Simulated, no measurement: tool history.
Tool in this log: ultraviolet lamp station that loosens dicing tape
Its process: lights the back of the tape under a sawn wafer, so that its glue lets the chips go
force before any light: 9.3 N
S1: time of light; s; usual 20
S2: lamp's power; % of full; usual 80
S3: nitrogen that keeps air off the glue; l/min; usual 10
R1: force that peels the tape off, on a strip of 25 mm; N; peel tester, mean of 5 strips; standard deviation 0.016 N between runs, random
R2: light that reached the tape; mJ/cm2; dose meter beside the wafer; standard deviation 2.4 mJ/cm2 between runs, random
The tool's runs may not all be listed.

run,hour,S1,S2,S3,R1,R2
1,0.0,20,80,10,0.752,259
2,28.0,20,80,10,0.791,256
3,66.8,20,80,10,0.769,259
4,100.0,20,80,10,0.762,261
5,127.5,20,80,10,0.774,258
6,163.1,20,80,10,0.743,255
7,191.0,20,80,10,0.765,256
8,214.7,38,73,10,0.188,447
9,259.4,38,73,10,0.180,446
10,292.5,20,80,4,1.162,261
11,318.9,20,80,4,1.195,262
12,352.6,20,64,11,1.192,206
13,387.7,20,64,11,1.218,206
14,426.6,14,74,3,2.742,169

Alternative continuations, all from the tool just after run 14; predict every row:
A,466.7,16,98,6,?,?
B,466.7,20,80,4,?,?
C,466.7,15,73,11,?,?
D,466.7,20,80,5,?,?

run,R1,R2
A,1.012,255
B,1.190,253
C,1.627,179
D,1.052,257
With no hidden state in the tool, these same runs would have given:
run,R1,R2
A,1.009,255
B,1.187,253
C,1.624,179
D,1.049,257
